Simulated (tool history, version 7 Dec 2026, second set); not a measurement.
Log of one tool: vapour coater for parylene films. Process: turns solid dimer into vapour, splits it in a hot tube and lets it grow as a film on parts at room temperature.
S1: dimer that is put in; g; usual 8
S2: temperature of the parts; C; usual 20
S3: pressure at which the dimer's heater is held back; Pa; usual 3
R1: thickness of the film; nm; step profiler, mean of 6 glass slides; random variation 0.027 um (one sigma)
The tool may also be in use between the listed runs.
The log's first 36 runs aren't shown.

run,hour,S1,S2,S3,R1
37,727.8,5,25,9.19,920
38,751.1,4,26,9.19,650
39,769.3,4,26,9.19,670
40,791.4,4,26,9.19,700
41,813.3,4,26,4.13,720
42,826.1,5,26,4.13,950
43,843.2,8,20,7.24,1880
44,856.3,11,21,3.9,2620
45,870.9,4,26,3.75,760
46,891.3,8,14,11.98,2280
47,912.4,8,30,8.78,1050
48,937.3,8,30,8.78,1090

3 ways to go on from here, each from the tool as it stands after run 48. What would each give?
A,949.2,8,16,8.78,?
B,949.2,9,17,8.78,?
C,949.2,8,15,3,?

run,R1
A,2110
B,2280
C,2580
Without the tool's hidden state the same runs would have given:
run,R1
A,2350
B,2540
C,2880

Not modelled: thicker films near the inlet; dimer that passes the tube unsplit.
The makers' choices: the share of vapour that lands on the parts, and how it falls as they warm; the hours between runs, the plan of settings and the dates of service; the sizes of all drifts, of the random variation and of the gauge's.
